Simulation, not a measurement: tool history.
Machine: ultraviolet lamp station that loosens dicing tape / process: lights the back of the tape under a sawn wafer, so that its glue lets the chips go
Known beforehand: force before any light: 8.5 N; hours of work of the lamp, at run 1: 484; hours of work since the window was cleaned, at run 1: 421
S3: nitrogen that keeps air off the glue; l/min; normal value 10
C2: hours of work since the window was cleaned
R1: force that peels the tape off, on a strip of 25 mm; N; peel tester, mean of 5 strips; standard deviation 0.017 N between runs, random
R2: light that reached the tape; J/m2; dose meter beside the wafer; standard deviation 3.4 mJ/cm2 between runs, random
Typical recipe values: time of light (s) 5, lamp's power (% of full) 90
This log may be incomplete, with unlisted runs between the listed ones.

Run 1, hour 0: usual settings; hours of work of the lamp 484; C2 421. Result: R1 1.882 N, R2 3390 J/m2.
Run 2, hour 42.3: usual settings; hours of work of the lamp 508; C2 444. Result: R1 2.017 N, R2 3370 J/m2.
At hour 78.8: window cleaned of glue's vapour.
Run 3, hour 95: usual settings; hours of work of the lamp 536; C2 9. Result: R1 1.539 N, R2 4030 J/m2.
Run 4, hour 155.1: usual settings; hours of work of the lamp 569; C2 42. Result: R1 1.602 N, R2 3910 J/m2.
Run 5, hour 182.8: usual settings but S3 15 l/min; hours of work of the lamp 584; C2 57. Result: R1 1.356 N, R2 3820 J/m2.
Run 6, hour 226.1: usual settings; hours of work of the lamp 608; C2 81. Result: R1 1.695 N, R2 3710 J/m2.
Run 7, hour 255.7: usual settings; hours of work of the lamp 624; C2 97. Result: R1 1.714 N, R2 3590 J/m2.
Run 8, hour 316.7: usual settings; hours of work of the lamp 657; C2 130. Result: R1 1.914 N, R2 3500 J/m2.
Run 9, hour 350.9: usual settings; hours of work of the lamp 676; C2 149. Result: R1 1.971 N, R2 3370 J/m2.
Run 10, hour 407.8: usual settings; hours of work of the lamp 707; C2 180. Result: R1 1.948 N, R2 3280 J/m2.
Run 11, hour 464.8: usual settings; hours of work of the lamp 738; C2 211. Result: R1 2.181 N, R2 3160 J/m2.
Run 12, hour 493: usual settings; hours of work of the lamp 754; C2 226. Result: R1 2.237 N, R2 3130 J/m2.
Run 13, hour 542.4: usual settings but lamp's power (% of full) 93; hours of work of the lamp 781; C2 253. Result: R1 2.077 N, R2 3130 J/m2.
Run 14, hour 609.2: usual settings but S3 20 l/min; hours of work of the lamp 817; C2 290. Result: R1 1.897 N, R2 2910 J/m2.
Run 15, hour 661.3: usual settings but S3 20 l/min; hours of work of the lamp 846; C2 318. Result: R1 1.99 N, R2 2750 J/m2.
At hour 694: lamp changed.
Run 16, hour 694.8: usual settings but S3 20 l/min; hours of work of the lamp 0; C2 336. Result: R1 0.7 N, R2 4810 J/m2.
Run 17, hour 728.6: usual settings but lamp's power (% of full) 88; hours of work of the lamp 19; C2 355. Result: R1 1.187 N, R2 4550 J/m2.
Run 18, hour 795.2: usual settings but lamp's power (% of full) 69; hours of work of the lamp 55; C2 391. Result: R1 1.857 N, R2 3520 J/m2.
Run 19, hour 851.6: usual settings but lamp's power (% of full) 65; hours of work of the lamp 86; C2 422. Result: R1 2.114 N, R2 3240 J/m2.
Run 20, hour 881: usual settings but lamp's power (% of full) 65; hours of work of the lamp 102; C2 438. Result: R1 2.218 N, R2 3140 J/m2.
Run 21, hour 923.1: usual settings but lamp's power (% of full) 65; hours of work of the lamp 125; C2 461. Result: R1 2.19 N, R2 3100 J/m2.
At hour 928.7: window cleaned of glue's vapour.
Run 22, hour 973.3: usual settings but lamp's power (% of full) 65; hours of work of the lamp 152; C2 24. Result: R1 1.726 N, R2 3670 J/m2.
Run 23, hour 1028.8: usual settings but time of light (s) 2, lamp's power (% of full) 83; hours of work of the lamp 183; C2 55. Result: R1 3.929 N, R2 1860 J/m2.
Run 24, hour 1073.3: usual settings but S3 13 l/min; hours of work of the lamp 207; C2 79. Result: R1 0.922 N, R2 4790 J/m2.
Run 25, hour 1140.9: usual settings but time of light (s) 10, lamp's power (% of full) 65, S3 7 l/min; hours of work of the lamp 244; C2 116. Result: R1 0.687 N, R2 6730 J/m2.
Run 26, hour 1194.7: usual settings but lamp's power (% of full) 85, S3 11 l/min; hours of work of the lamp 273; C2 145. Result: R1 1.256 N, R2 4260 J/m2.
Run 27, hour 1260.4: usual settings but time of light (s) 8, S3 4 l/min; hours of work of the lamp 309; C2 181. Result: R1 0.981 N, R2 7010 J/m2.
Run 28, hour 1300.8: usual settings but time of light (s) 6, lamp's power (% of full) 99; hours of work of the lamp 331; C2 203. Result: R1 0.765 N, R2 5620 J/m2.
Run 29, hour 1367.5: usual settings but time of light (s) 2, lamp's power (% of full) 73, S3 15 l/min; hours of work of the lamp 368; C2 240. Result: R1 4.535 N, R2 1320 J/m2.
Run 30, hour 1404.9: usual settings but time of light (s) 4, lamp's power (% of full) 63, S3 16 l/min; hours of work of the lamp 388; C2 260. Result: R1 2.73 N, R2 2240 J/m2.
Run 31, hour 1465: usual settings but time of light (s) 4, lamp's power (% of full) 63, S3 3 l/min; hours of work of the lamp 421; C2 293. Result: R1 4.638 N, R2 2170 J/m2.
Run 32, hour 1532.4: usual settings but time of light (s) 3, lamp's power (% of full) 63, S3 7 l/min; hours of work of the lamp 458; C2 330. Result: R1 4.664 N, R2 1600 J/m2.
Run 33, hour 1571.4: usual settings but time of light (s) 4, lamp's power (% of full) 65, S3 6 l/min; hours of work of the lamp 479; C2 351. Result: R1 3.776 N, R2 2150 J/m2.
Run 34, hour 1602.4: usual settings but time of light (s) 4, lamp's power (% of full) 65, S3 6 l/min; hours of work of the lamp 496; C2 368. Result: R1 3.989 N, R2 2070 J/m2.
Run 35, hour 1652.7: usual settings but time of light (s) 4, lamp's power (% of full) 99, S3 7 l/min; hours of work of the lamp 524; C2 396. Result: R1 2.581 N, R2 3120 J/m2.
Run 36, hour 1719.1: usual settings but time of light (s) 4, lamp's power (% of full) 99, S3 7 l/min; hours of work of the lamp 560; C2 432. Result: R1 2.62 N, R2 2920 J/m2.
At hour 1776.3: window cleaned of glue's vapour.
Run 37, hour 1781.1: usual settings but time of light (s) 8, S3 5 l/min; hours of work of the lamp 594; C2 3. Result: R1 0.982 N, R2 6370 J/m2.
Run 38, hour 1830.2: usual settings but lamp's power (% of full) 86, S3 12 l/min; hours of work of the lamp 620; C2 29. Result: R1 1.548 N, R2 3650 J/m2.
Run 39, hour 1861.8: usual settings but lamp's power (% of full) 96, S3 7 l/min; hours of work of the lamp 638; C2 47. Result: R1 1.825 N, R2 3990 J/m2.
Run 40, hour 1902.9: usual settings but S3 5 l/min; hours of work of the lamp 660; C2 69. Result: R1 2.406 N, R2 3670 J/m2.

What if the next run were any one of these 4? Each begins from the tool's condition after run 40:
Run A, hour 1971.1: usual settings but time of light (s) 10, lamp's power (% of full) 62, S3 11 l/min; hours of work of the lamp 697; C2 106. Result: R1 ?, R2 ?.
Run B, hour 1971.1: usual settings but lamp's power (% of full) 69, S3 14 l/min; hours of work of the lamp 697; C2 106. Result: R1 ?, R2 ?.
Run C, hour 1971.1: usual settings but time of light (s) 9, lamp's power (% of full) 71; hours of work of the lamp 697; C2 106. Result: R1 ?, R2 ?.
Run D, hour 1971.1: usual settings but time of light (s) 3, lamp's power (% of full) 61, S3 4 l/min; hours of work of the lamp 697; C2 106. Result: R1 ?, R2 ?.

run     R1    R2
  A  1.016  4950
  B  2.271  2740
  C  0.999  5050
  D  5.445  1440
With the hidden condition removed and each run's random variation left untouched, the same runs would have given:
run     R1    R2
  A  0.354  7810
  B  1.095  4330
  C  0.344  8000
  D  4.159  2280
